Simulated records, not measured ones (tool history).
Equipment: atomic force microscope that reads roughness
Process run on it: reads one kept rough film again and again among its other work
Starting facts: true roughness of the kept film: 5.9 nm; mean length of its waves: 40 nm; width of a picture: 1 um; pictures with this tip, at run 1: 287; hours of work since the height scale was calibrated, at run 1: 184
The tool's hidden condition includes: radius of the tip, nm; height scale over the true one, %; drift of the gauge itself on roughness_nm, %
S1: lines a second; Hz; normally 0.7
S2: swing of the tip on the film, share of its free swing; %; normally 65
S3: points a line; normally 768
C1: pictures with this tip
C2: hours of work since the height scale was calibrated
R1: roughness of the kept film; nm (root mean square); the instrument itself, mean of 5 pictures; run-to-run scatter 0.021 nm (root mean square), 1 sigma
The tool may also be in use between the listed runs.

| run | hour | S1 | S2 | S3 | C1 | C2 | R1 |
|---|---|---|---|---|---|---|---|
| 1 | 0 | 0.7 | 65 | 768 | 287 | 184 | 5.206 |
| 2 | 19.5 | 0.7 | 65 | 768 | 310 | 199 | 5.203 |
| 3 | 49.3 | 0.7 | 65 | 768 | 346 | 222 | 5.216 |
|  | 54.9 | new tip fitted |
| 4 | 86.1 | 0.543 | 65 | 768 | 37 | 250 | 5.23 |
| 5 | 120.5 | 0.7 | 65 | 768 | 78 | 276 | 5.177 |
| 6 | 152.6 | 0.7 | 65 | 768 | 117 | 301 | 5.243 |
| 7 | 191.5 | 0.7 | 65 | 768 | 163 | 330 | 5.221 |
| 8 | 209.7 | 0.7 | 65 | 768 | 185 | 344 | 5.184 |
| 9 | 242.6 | 0.7 | 65 | 768 | 224 | 370 | 5.223 |
| 10 | 275.8 | 0.7 | 65 | 768 | 264 | 395 | 5.171 |
| 11 | 296.8 | 0.7 | 65 | 257 | 289 | 411 | 5.178 |
| 12 | 321.3 | 0.7 | 63 | 257 | 318 | 430 | 5.179 |
|  | 351.1 | new tip fitted |
| 13 | 352.7 | 0.7 | 63 | 257 | 2 | 454 | 5.165 |
| 14 | 372.1 | 0.7 | 71 | 768 | 25 | 468 | 5.17 |
| 15 | 389.1 | 1.651 | 65 | 768 | 46 | 481 | 5.059 |
| 16 | 423.8 | 1.651 | 65 | 768 | 87 | 508 | 4.993 |
| 17 | 448.9 | 1.651 | 65 | 768 | 117 | 527 | 5.016 |
| 18 | 469.1 | 0.7 | 65 | 768 | 141 | 543 | 5.192 |
| 19 | 488.4 | 0.7 | 55 | 768 | 164 | 557 | 5.291 |
| 20 | 515.4 | 0.7 | 55 | 768 | 196 | 578 | 5.261 |
| 21 | 549 | 0.7 | 55 | 768 | 236 | 604 | 5.225 |
| 22 | 570.5 | 0.895 | 65 | 495 | 262 | 620 | 5.201 |
| 23 | 598.9 | 0.7 | 80 | 768 | 296 | 642 | 5.013 |
| 24 | 638.1 | 0.7 | 80 | 768 | 343 | 672 | 5.037 |
|  | 646.7 | new tip fitted |
| 25 | 660.8 | 1.843 | 59 | 316 | 16 | 689 | 5.069 |
| 26 | 682.9 | 1.761 | 56 | 366 | 43 | 706 | 5.151 |
| 27 | 716.1 | 0.7 | 89 | 768 | 82 | 731 | 4.903 |
| 28 | 752.4 | 0.608 | 85 | 568 | 126 | 759 | 5.02 |
| 29 | 779.2 | 1.098 | 63 | 672 | 158 | 780 | 5.157 |
| 30 | 818.4 | 0.747 | 69 | 675 | 205 | 810 | 5.152 |
| 31 | 856.8 | 0.747 | 69 | 675 | 250 | 839 | 5.153 |
| 32 | 874.9 | 0.747 | 69 | 829 | 272 | 853 | 5.162 |
| 33 | 899.5 | 1.382 | 71 | 327 | 302 | 872 | 5.005 |
| 34 | 921.8 | 1.382 | 71 | 327 | 328 | 889 | 4.913 |
| 35 | 940.4 | 2.329 | 72 | 706 | 350 | 903 | 4.711 |
|  | 943.1 | new tip fitted |
| 36 | 968.8 | 0.7 | 87 | 257 | 31 | 925 | 4.871 |
| 37 | 1003.1 | 0.7 | 87 | 257 | 72 | 951 | 4.883 |
| 38 | 1027.8 | 2.049 | 87 | 947 | 101 | 970 | 4.322 |
| 39 | 1066.8 | 1.196 | 66 | 350 | 148 | 1000 | 5.084 |
| 40 | 1101.1 | 1.351 | 86 | 986 | 189 | 1026 | 4.641 |
| 41 | 1131 | 1.351 | 86 | 986 | 224 | 1049 | 4.618 |
| 42 | 1165.3 | 0.7 | 60 | 785 | 265 | 1075 | 5.237 |

Predict each of these 4 candidate next runs independently; none follows another, all start after run 42:
| A | 1202.2 | 0.7 | 60 | 768 | 309 | 1103 | ? |
| B | 1202.2 | 0.7 | 67 | 768 | 309 | 1103 | ? |
| C | 1202.2 | 3.76 | 67 | 271 | 309 | 1103 | ? |
| D | 1202.2 | 1.333 | 60 | 451 | 309 | 1103 | ? |

| run | R1 |
|---|---|
| A | 5.255 |
| B | 5.171 |
| C | 4.592 |
| D | 5.12 |
Without the tool's hidden state the same runs would have given:
| run | R1 |
|---|---|
| A | 5.273 |
| B | 5.189 |
| C | 4.608 |
| D | 5.138 |
